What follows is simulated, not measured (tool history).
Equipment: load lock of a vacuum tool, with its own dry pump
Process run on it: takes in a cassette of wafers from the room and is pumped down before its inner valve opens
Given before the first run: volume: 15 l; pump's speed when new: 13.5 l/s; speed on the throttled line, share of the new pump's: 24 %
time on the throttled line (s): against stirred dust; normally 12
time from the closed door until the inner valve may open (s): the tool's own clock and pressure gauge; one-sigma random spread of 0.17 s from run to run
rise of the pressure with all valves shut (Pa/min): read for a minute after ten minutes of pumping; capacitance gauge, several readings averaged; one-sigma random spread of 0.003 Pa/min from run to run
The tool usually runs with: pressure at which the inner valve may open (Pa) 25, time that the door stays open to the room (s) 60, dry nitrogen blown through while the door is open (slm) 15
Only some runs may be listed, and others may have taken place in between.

| run | hour | time on the throttled line (s) | pressure at which the inner valve may open (Pa) | time that the door stays open to the room (s) | dry nitrogen blown through while the door is open (slm) | incoming humidity of the room's air, % | time from the closed door until the inner valve may open (s) | rise of the pressure with all valves shut (Pa/min) |
|---|---|---|---|---|---|---|---|---|
| 1 | 0.0 | 12 | 25 | 60 | 15 | 49.5 | 18.6 | 0.072 |
| 2 | 106.1 | 12 | 25 | 60 | 15 | 48.9 | 18.8 | 0.060 |
| 3 | 155.6 | 9 | 25 | 60 | 15 | 49.8 | 16.8 | 0.067 |
| 4 | 239.6 | 9 | 25 | 60 | 15 | 44.5 | 16.9 | 0.063 |
| 5 | 343.7 | 12 | 25 | 60 | 8 | 46.3 | 18.7 | 0.074 |
| 6 | 445.4 | 12 | 25 | 60 | 8 | 42.6 | 18.7 | 0.067 |
| 7 | 541.4 | 12 | 25 | 60 | 8 | 42.0 | 19.0 | 0.070 |
| 8 | 636.6 | 12 | 25 | 60 | 8 | 44.7 | 18.8 | 0.074 |
| 9 | 692.1 | 12 | 25 | 60 | 8 | 42.9 | 18.7 | 0.067 |
| 10 | 753.7 | 12 | 25 | 46 | 4 | 45.4 | 19.0 | 0.076 |
| 11 | 821.0 | 12 | 25 | 180 | 41 | 45.1 | 18.8 | 0.072 |
| 12 | 899.3 | 12 | 33 | 113 | 36 | 46.0 | 18.6 | 0.063 |

Estimate the outcome of run 13 from the log above:
| 13 | 963.5 | 12 | 33 | 113 | 36 | 44.8 | ? | ? |

Logged for run 13: time from the closed door until the inner valve may open (s) 18.4, rise of the pressure with all valves shut (Pa/min) 0.064.
Take away the tool's hidden state, keep the run-to-run variation as it was, and the same run would have given time from the closed door until the inner valve may open (s) 17.9, rise of the pressure with all valves shut (Pa/min) 0.048.
